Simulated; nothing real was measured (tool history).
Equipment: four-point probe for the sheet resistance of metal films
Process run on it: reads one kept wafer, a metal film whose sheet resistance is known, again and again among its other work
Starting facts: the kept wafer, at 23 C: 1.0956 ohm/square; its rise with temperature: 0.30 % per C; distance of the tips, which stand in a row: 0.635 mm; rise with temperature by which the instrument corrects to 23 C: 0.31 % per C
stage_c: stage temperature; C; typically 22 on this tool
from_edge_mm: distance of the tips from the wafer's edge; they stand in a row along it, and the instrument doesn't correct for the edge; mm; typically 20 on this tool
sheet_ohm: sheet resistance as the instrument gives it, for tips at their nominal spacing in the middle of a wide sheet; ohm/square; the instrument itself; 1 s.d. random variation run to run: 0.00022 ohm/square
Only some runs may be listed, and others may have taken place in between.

Run 1, day 0: usual settings. Result: sheet_ohm 1.096389 ohm/square.
Run 2, day 0.325: usual settings but from_edge_mm 6 mm. Result: sheet_ohm 1.102024 ohm/square.
Run 3, day 0.9: usual settings but stage_c 26 C. Result: sheet_ohm 1.095884 ohm/square.
Run 4, day 1.417: usual settings but stage_c 26 C. Result: sheet_ohm 1.096242 ohm/square.
Run 5, day 1.696: usual settings but stage_c 33 C. Result: sheet_ohm 1.095439 ohm/square.
Run 6, day 2.354: usual settings but from_edge_mm 5 mm. Result: sheet_ohm 1.105163 ohm/square.
Run 7, day 2.667: usual settings but from_edge_mm 5 mm. Result: sheet_ohm 1.105261 ohm/square.
Run 8, day 3.067: usual settings but from_edge_mm 5 mm. Result: sheet_ohm 1.105144 ohm/square.
Run 9, day 3.379: usual settings. Result: sheet_ohm 1.095995 ohm/square.
Run 10, day 3.921: usual settings. Result: sheet_ohm 1.096393 ohm/square.
Run 11, day 4.454: usual settings. Result: sheet_ohm 1.096287 ohm/square.
Run 12, day 5.092: usual settings. Result: sheet_ohm 1.0962 ohm/square.
Run 13, day 5.575: usual settings. Result: sheet_ohm 1.096043 ohm/square.
Run 14, day 6.092: usual settings. Result: sheet_ohm 1.096206 ohm/square.
Run 15, day 6.6: usual settings. Result: sheet_ohm 1.096315 ohm/square.
Run 16, day 7.262: usual settings. Result: sheet_ohm 1.095744 ohm/square.
Run 17, day 7.712: usual settings. Result: sheet_ohm 1.096067 ohm/square.
Run 18, day 7.988: usual settings. Result: sheet_ohm 1.095914 ohm/square.
Run 19, day 8.275: usual settings but stage_c 31 C. Result: sheet_ohm 1.095277 ohm/square.
Run 20, day 8.683: usual settings. Result: sheet_ohm 1.096412 ohm/square.
Run 21, day 9.108: usual settings. Result: sheet_ohm 1.096463 ohm/square.
Run 22, day 9.771: usual settings. Result: sheet_ohm 1.096662 ohm/square.
Run 23, day 10.238: usual settings. Result: sheet_ohm 1.096414 ohm/square.
Run 24, day 10.554: usual settings. Result: sheet_ohm 1.095835 ohm/square.
Run 25, day 11.038: usual settings but stage_c 19 C, from_edge_mm 14 mm. Result: sheet_ohm 1.097385 ohm/square.
Run 26, day 11.317: usual settings but stage_c 19 C, from_edge_mm 14 mm. Result: sheet_ohm 1.097076 ohm/square.
Run 27, day 11.871: usual settings but from_edge_mm 12 mm. Result: sheet_ohm 1.097737 ohm/square.
Run 28, day 12.408: usual settings but from_edge_mm 12 mm. Result: sheet_ohm 1.097635 ohm/square.
Run 29, day 12.767: usual settings but stage_c 18 C, from_edge_mm 11 mm. Result: sheet_ohm 1.098148 ohm/square.
Run 30, day 13.192: usual settings but stage_c 18 C, from_edge_mm 11 mm. Result: sheet_ohm 1.097896 ohm/square.
Run 31, day 13.7: usual settings but stage_c 18 C, from_edge_mm 11 mm. Result: sheet_ohm 1.098192 ohm/square.
Run 32, day 14.35: usual settings but stage_c 18 C, from_edge_mm 11 mm. Result: sheet_ohm 1.098081 ohm/square.
Run 33, day 14.804: usual settings but stage_c 18 C, from_edge_mm 11 mm. Result: sheet_ohm 1.098032 ohm/square.
Run 34, day 15.396: usual settings but stage_c 18 C, from_edge_mm 11 mm. Result: sheet_ohm 1.09823 ohm/square.
Run 35, day 15.854: usual settings but stage_c 23 C, from_edge_mm 3 mm. Result: sheet_ohm 1.12082 ohm/square.
Run 36, day 16.392: usual settings but stage_c 27 C, from_edge_mm 10 mm. Result: sheet_ohm 1.097464 ohm/square.
Run 37, day 16.733: usual settings but stage_c 25 C, from_edge_mm 38 mm. Result: sheet_ohm 1.095844 ohm/square.
Run 38, day 17.333: usual settings but stage_c 25 C, from_edge_mm 38 mm. Result: sheet_ohm 1.095663 ohm/square.
Run 39, day 17.821: usual settings but stage_c 25 C, from_edge_mm 39 mm. Result: sheet_ohm 1.095031 ohm/square.
Run 40, day 18.204: usual settings but stage_c 25 C, from_edge_mm 39 mm. Result: sheet_ohm 1.095549 ohm/square.
Run 41, day 18.85: usual settings but stage_c 25 C, from_edge_mm 39 mm. Result: sheet_ohm 1.094946 ohm/square.
Run 42, day 19.125: usual settings but stage_c 35 C. Result: sheet_ohm 1.095038 ohm/square.
Run 43, day 19.408: usual settings but from_edge_mm 64 mm. Result: sheet_ohm 1.095723 ohm/square.
Run 44, day 19.717: usual settings but stage_c 25 C, from_edge_mm 21 mm. Result: sheet_ohm 1.095809 ohm/square.
Run 45, day 20.279: usual settings but stage_c 23 C, from_edge_mm 3 mm. Result: sheet_ohm 1.121445 ohm/square.

Branching from run 45: 4 alternative next runs. What would each branch give?
Run A, day 20.617: usual settings but stage_c 30 C, from_edge_mm 3 mm. Result: sheet_ohm ?.
Run B, day 20.617: usual settings but stage_c 23 C. Result: sheet_ohm ?.
Run C, day 20.617: usual settings but stage_c 20 C, from_edge_mm 19 mm. Result: sheet_ohm ?.
Run D, day 20.617: usual settings but stage_c 33 C, from_edge_mm 3 mm. Result: sheet_ohm ?.

run  sheet_ohm
  A   1.120696
  B   1.096215
  C   1.096635
  D   1.120505
What these runs would have given with no unlogged condition in the tool:
run  sheet_ohm
  A   1.120681
  B     1.0962
  C    1.09662
  D    1.12049
